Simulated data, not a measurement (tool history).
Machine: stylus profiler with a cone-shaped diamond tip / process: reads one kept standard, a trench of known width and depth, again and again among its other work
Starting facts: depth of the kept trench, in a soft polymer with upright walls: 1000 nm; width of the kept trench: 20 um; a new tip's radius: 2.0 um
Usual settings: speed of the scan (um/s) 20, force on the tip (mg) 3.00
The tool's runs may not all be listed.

| run | day | speed of the scan (um/s) | force on the tip (mg) | depth of the trench (nm) | width of the trench's floor (um) |
|---|---|---|---|---|---|
| 1 | 0.000 | 20 | 3.00 | 1010.03 | 16.27 |
| 2 | 0.446 | 20 | 3.00 | 1010.66 | 16.33 |
| 3 | 1.321 | 20 | 3.00 | 1010.09 | 16.25 |
| 4 | 1.854 | 20 | 5.20 | 1015.26 | 16.24 |
| 5 | 2.550 | 22 | 5.20 | 1015.36 | 16.26 |
| 6 | 3.383 | 22 | 5.20 | 1015.18 | 16.22 |
| 7 | 4.238 | 20 | 8.59 | 1022.21 | 16.24 |
| 8 | 4.733 | 20 | 8.59 | 1022.01 | 16.23 |
| 9 | 5.442 | 20 | 3.00 | 1010.18 | 16.24 |
| 10 | 6.075 | 19 | 3.00 | 1010.02 | 16.22 |
| 11 | 6.912 | 20 | 4.14 | 1012.78 | 16.22 |
| 12 | 7.712 | 20 | 3.00 | 1010.03 | 16.18 |
| 13 | 8.462 | 20 | 3.00 | 1009.85 | 16.14 |
| 14 | 9.162 | 20 | 3.00 | 1010.07 | 16.15 |
| 15 | 9.721 | 20 | 3.00 | 1010.22 | 16.21 |
| 16 | 10.767 | 20 | 3.00 | 1009.85 | 16.12 |
| 17 | 11.858 | 20 | 3.00 | 1010.05 | 16.15 |
| 18 | 12.625 | 20 | 3.00 | 1009.75 | 16.13 |
| 19 | 13.162 | 20 | 3.00 | 1009.57 | 16.10 |
| 20 | 14.171 | 20 | 2.17 | 1007.38 | 16.07 |
| 21 | 14.888 | 40 | 2.17 | 1007.28 | 16.03 |
| 22 | 15.333 | 20 | 1.69 | 1006.17 | 16.08 |
| 23 | 15.850 | 21 | 8.86 | 1021.98 | 16.11 |
| 24 | 16.667 | 20 | 3.47 | 1010.91 | 16.14 |
| 25 | 17.208 | 19 | 6.49 | 1017.55 | 16.11 |
| 26 | 18.125 | 19 | 6.49 | 1017.52 | 16.10 |
| 27 | 18.904 | 27 | 1.24 | 1003.77 | 15.92 |
| 28 | 19.996 | 19 | 2.68 | 1008.58 | 16.03 |
| 29 | 21.112 | 47 | 2.68 | 1008.15 | 16.00 |
| 30 | 21.708 | 23 | 4.48 | 1012.46 | 16.04 |
|  | 21.808 | height scale calibrated on a step standard |
| 31 | 22.392 | 21 | 7.39 | 1017.09 | 16.06 |
| 32 | 23.021 | 21 | 7.39 | 1017.41 | 16.02 |
| 33 | 23.583 | 8 | 8.42 | 1018.81 | 16.03 |
| 34 | 24.508 | 8 | 8.42 | 1018.86 | 15.99 |
| 35 | 25.467 | 27 | 3.20 | 1007.71 | 16.00 |
| 36 | 26.575 | 6 | 4.55 | 1010.93 | 16.01 |
|  | 27.158 | height scale calibrated on a step standard, once more |
| 37 | 27.158 | 20 | 8.60 | 1023.40 | 15.98 |
| 38 | 28.142 | 20 | 8.60 | 1023.44 | 15.97 |
| 39 | 28.692 | 50 | 1.30 | 1006.37 | 15.84 |
| 40 | 29.738 | 35 | 1.30 | 1006.15 | 15.87 |
| 41 | 30.792 | 35 | 1.30 | 1006.51 | 15.89 |
| 42 | 31.746 | 17 | 4.27 | 1014.31 | 15.91 |
| 43 | 32.483 | 20 | 3.41 | 1012.07 | 15.86 |
| 44 | 33.458 | 20 | 3.41 | 1012.38 | 15.94 |

Branching from run 44: 5 alternative next runs. What would each branch give?
| A | 34.183 | 59 | 3.00 | ? | ? |
| B | 34.183 | 20 | 1.50 | ? | ? |
| C | 34.183 | 6 | 1.66 | ? | ? |
| D | 34.183 | 20 | 1.69 | ? | ? |
| E | 34.183 | 44 | 3.41 | ? | ? |

| run | depth of the trench (nm) | width of the trench's floor (um) |
|---|---|---|
| A | 1010.84 | 15.75 |
| B | 1006.54 | 15.84 |
| C | 1006.98 | 15.89 |
| D | 1007.50 | 15.94 |
| E | 1012.33 | 15.86 |
The same runs, with their run-to-run variation unchanged, on a tool lacking any hidden condition would have given:
| run | depth of the trench (nm) | width of the trench's floor (um) |
|---|---|---|
| A | 1011.52 | 16.37 |
| B | 1007.21 | 16.47 |
| C | 1007.65 | 16.52 |
| D | 1008.17 | 16.56 |
| E | 1013.01 | 16.48 |
